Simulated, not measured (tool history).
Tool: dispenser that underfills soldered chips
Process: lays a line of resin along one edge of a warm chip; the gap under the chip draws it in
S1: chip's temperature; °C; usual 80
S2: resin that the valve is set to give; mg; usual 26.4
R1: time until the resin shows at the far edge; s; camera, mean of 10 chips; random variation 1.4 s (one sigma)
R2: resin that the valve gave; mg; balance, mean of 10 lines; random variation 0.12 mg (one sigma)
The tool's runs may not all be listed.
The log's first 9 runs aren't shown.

| run | hour | S1 | S2 | R1 | R2 |
|---|---|---|---|---|---|
|  | 52.6 | new syringe of resin |
| 10 | 53.1 | 80 | 26.4 | 142.5 | 25.98 |
| 11 | 60.8 | 80 | 26.4 | 176.6 | 26.03 |
|  | 65.4 | new syringe of resin |
| 12 | 65.5 | 80 | 26.4 | 145.9 | 26.07 |
| 13 | 69.3 | 80 | 26.4 | 162.5 | 25.81 |
| 14 | 75.5 | 80 | 26.4 | 191.2 | 25.80 |
|  | 78.6 | new syringe of resin |
| 15 | 80.4 | 73 | 26.4 | 188.9 | 25.67 |
| 16 | 85.3 | 80 | 28.2 | 168.5 | 27.47 |
|  | 91.1 | new syringe of resin |
| 17 | 93.8 | 80 | 28.2 | 150.3 | 27.34 |
| 18 | 97.5 | 80 | 26.4 | 170.6 | 25.76 |
|  | 103.7 | new syringe of resin |
| 19 | 104.2 | 80 | 30.3 | 140.9 | 29.43 |

Forecast run 20:
| 20 | 107.8 | 88 | 31.1 | ? | ? |

{"run 20": {"R1": 123.5, "R2": 30.28}}
Without the tool's hidden state the same run would have given R1 104.6 s, R2 31.24 mg.

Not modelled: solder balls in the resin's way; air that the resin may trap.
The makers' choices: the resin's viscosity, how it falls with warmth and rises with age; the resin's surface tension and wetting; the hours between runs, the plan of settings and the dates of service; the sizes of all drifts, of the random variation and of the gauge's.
